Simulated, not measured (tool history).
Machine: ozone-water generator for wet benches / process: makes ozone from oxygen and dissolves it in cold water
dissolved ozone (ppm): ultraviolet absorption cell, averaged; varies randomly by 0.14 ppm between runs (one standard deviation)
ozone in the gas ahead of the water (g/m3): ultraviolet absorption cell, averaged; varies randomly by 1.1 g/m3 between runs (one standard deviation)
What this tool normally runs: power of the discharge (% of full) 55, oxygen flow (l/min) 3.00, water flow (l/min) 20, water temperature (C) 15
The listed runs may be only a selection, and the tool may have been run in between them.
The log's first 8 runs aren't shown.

run   hour  power of the discharge (% of full)  oxygen flow (l/min)  water flow (l/min)  water temperature (C)  dissolved ozone (ppm)  ozone in the gas ahead of the water (g/m3)
  9  256.5                                  55                 3.00                  20                     15                   14.7                                       186.0
 10  286.3                                  55                 3.00                  20                     15                   14.7                                       185.0
 11  327.5                                  55                 3.00                  20                     15                   14.8                                       186.6
 12  360.5                                  55                 3.00                  20                     15                   14.7                                       183.5
 13  379.6                                  82                 3.00                  20                     15                   20.0                                       250.6
 14  414.9                                  82                 3.00                  20                     15                   20.1                                       251.7
 15  453.8                                  55                 3.00                  20                     15                   14.6                                       184.9
 16  482.4                                  55                 3.00                  20                     15                   14.5                                       185.0
 17  516.4                                  55                 3.00                  20                     15                   14.6                                       184.1
 18  558.0                                  84                 3.50                  22                      8                   19.8                                       234.2
 19  576.1                                  86                 1.57                  23                     22                   15.4                                       383.1
 20  612.6                                  82                 4.63                  30                     22                   12.6                                       193.6
 21  646.9                                  46                 3.57                  18                     22                   12.9                                       144.2
 22  679.1                                  46                 3.57                  18                     22                   12.9                                       143.9
 23  708.6                                  53                 2.05                  14                      7                   20.8                                       224.3
 24  742.5                                  55                 1.95                  20                     12                   13.9                                       237.6
 25  773.3                                  51                 1.86                  22                      8                   12.0                                       229.6
 26  810.2                                  51                 1.86                  22                      8                   12.1                                       230.1
 27  834.0                                  51                 1.86                  22                      8                   11.8                                       229.6

Estimate the outcome of run 28 from the log above:
 28  871.2                                  51                 4.85                  22                     11                      ?                                           ?

dissolved ozone (ppm): 13.4
ozone in the gas ahead of the water (g/m3): 129.8
The same run, on a tool lacking any hidden state, would have yielded dissolved ozone (ppm) 14.3, ozone in the gas ahead of the water (g/m3) 132.3.

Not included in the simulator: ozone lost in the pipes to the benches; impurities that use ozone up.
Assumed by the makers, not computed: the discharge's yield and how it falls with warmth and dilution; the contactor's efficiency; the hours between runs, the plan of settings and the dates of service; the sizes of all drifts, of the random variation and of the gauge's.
